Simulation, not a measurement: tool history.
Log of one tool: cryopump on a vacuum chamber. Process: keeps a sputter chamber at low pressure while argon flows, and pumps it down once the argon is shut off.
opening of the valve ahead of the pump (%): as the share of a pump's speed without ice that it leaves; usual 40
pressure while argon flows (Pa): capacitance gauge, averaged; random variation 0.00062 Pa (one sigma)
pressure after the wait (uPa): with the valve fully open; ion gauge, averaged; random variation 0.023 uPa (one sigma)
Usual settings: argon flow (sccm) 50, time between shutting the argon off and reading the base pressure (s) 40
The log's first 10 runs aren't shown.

run	day	argon flow (sccm)	time between shutting the argon off and reading the base pressure (s)	opening of the valve ahead of the pump (%)	pressure while argon flows (Pa)	pressure after the wait (uPa)
11	17.758	50	28	40	0.0944	1.7
12	19	50	28	40	0.0951	1.71
13	20.267	50	141	40	0.0956	1.05
14	21.979	50	141	40	0.0977	1.13
15	23.717	50	141	40	0.0978	1.25
16	25.904	50	40	26	0.1481	1.84
17	26.979	50	40	40	0.1001	1.87
18	28.45	44	40	16	0.2101	1.96
19	30.754	57	68	15	0.2917	1.83
# day 33.054: pump warmed up, emptied and cooled again
20	33.317	57	68	15	0.2741	1.52
21	34.967	57	68	15	0.2753	1.62
22	36.1	55	127	15	0.2665	1.44
23	37.208	55	127	15	0.2666	1.51
24	38.45	55	127	17	0.2372	1.59
25	39.779	26	32	16	0.1183	2.19
26	42.042	80	34	32	0.1904	2.38
27	44.488	80	34	32	0.1941	2.51
28	46.512	69	65	58	0.0986	2.22
29	48.421	29	40	40	0.0588	2.6
30	50.708	82	125	40	0.1695	2.39
31	52.688	62	49	19	0.2543	2.95
# day 53.892: pump warmed up, emptied and cooled again
32	54.017	32	39	16	0.1431	2.44
33	55.133	72	40	18	0.289	2.43
# day 55.933: leaking fittings of the chamber tightened, without venting
34	57.479	72	40	18	0.2926	0.83

3 ways to go on from here, each from the tool as it stands after run 34. What would each give?
A	59.896	50	178	40	?	?
B	59.896	72	23	18	?	?
C	59.896	88	91	40	?	?

run	pressure while argon flows (Pa)	pressure after the wait (uPa)
A	0.0946	0.43
B	0.295	1.42
C	0.1668	0.53
Without the tool's hidden state the same runs would have given:
run	pressure while argon flows (Pa)	pressure after the wait (uPa)
A	0.0895	0.28
B	0.2877	1.27
C	0.1578	0.38
